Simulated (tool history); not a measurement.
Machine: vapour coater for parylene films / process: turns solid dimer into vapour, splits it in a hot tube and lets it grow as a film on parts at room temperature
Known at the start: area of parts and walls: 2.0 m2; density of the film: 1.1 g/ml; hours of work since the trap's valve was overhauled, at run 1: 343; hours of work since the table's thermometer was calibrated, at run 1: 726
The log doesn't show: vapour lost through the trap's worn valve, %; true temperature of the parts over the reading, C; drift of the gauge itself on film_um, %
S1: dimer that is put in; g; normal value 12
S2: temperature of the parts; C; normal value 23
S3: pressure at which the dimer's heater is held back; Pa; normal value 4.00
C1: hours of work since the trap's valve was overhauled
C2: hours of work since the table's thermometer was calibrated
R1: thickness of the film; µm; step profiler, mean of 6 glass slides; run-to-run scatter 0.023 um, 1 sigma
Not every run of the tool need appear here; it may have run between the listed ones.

run,hour,S1,S2,S3,C1,C2,R1
1,0.0,12,23,4.00,343,726,4.37
2,20.2,12,23,4.00,357,739,4.41
3,41.3,12,23,4.00,371,753,4.36
4,67.8,12,23,4.00,388,771,4.30
# hour 87.8: trap's valve overhauled
5,89.4,12,23,4.00,1,782,4.68
6,116.9,12,34,4.00,19,801,3.02
7,133.5,12,23,4.00,30,812,4.70
# hour 150.0: table's thermometer calibrated
8,162.7,12,23,2.65,49,8,4.69
9,176.6,12,23,2.65,58,18,4.66
10,191.5,12,23,2.65,68,28,4.71
11,207.9,12,23,2.65,79,39,4.66
12,236.4,12,23,2.65,98,58,4.65
13,266.1,12,23,2.65,118,77,4.62
14,282.8,17,34,6.52,129,88,3.76
15,299.9,8,21,10.11,140,100,2.76
16,329.7,13,16,4.00,160,120,5.60
17,343.9,12,24,11.13,170,129,3.64
18,367.3,12,24,11.13,185,145,3.61
19,391.4,12,24,11.13,201,161,3.63
20,416.0,12,29,9.09,218,177,3.07
21,442.8,12,29,9.09,235,195,3.03
22,469.5,12,27,11.17,253,212,3.17
23,495.8,7,18,5.49,271,230,2.94
24,508.6,12,31,4.00,279,238,3.13
25,536.4,22,31,3.70,298,257,5.79
26,565.4,22,31,3.70,317,276,5.76

Hidden condition of the tool, last listed run before each entry between runs versus first listed run after:
After run 4, before run 5: trap's valve overhauled (hour 87.8)
  vapour lost through the trap's worn valve, %: 7.4 -> 0.3; true temperature of the parts over the reading, C: -1.27 -> -1.29
  measured minus no-state result, R1: -0.12 -> +0.22 µm
After run 7, before run 8: table's thermometer calibrated (hour 150.0)
  vapour lost through the trap's worn valve, %: 0.9 -> 1.2; true temperature of the parts over the reading, C: -1.33 -> -0.06
  measured minus no-state result, R1: +0.20 -> -0.04 µm
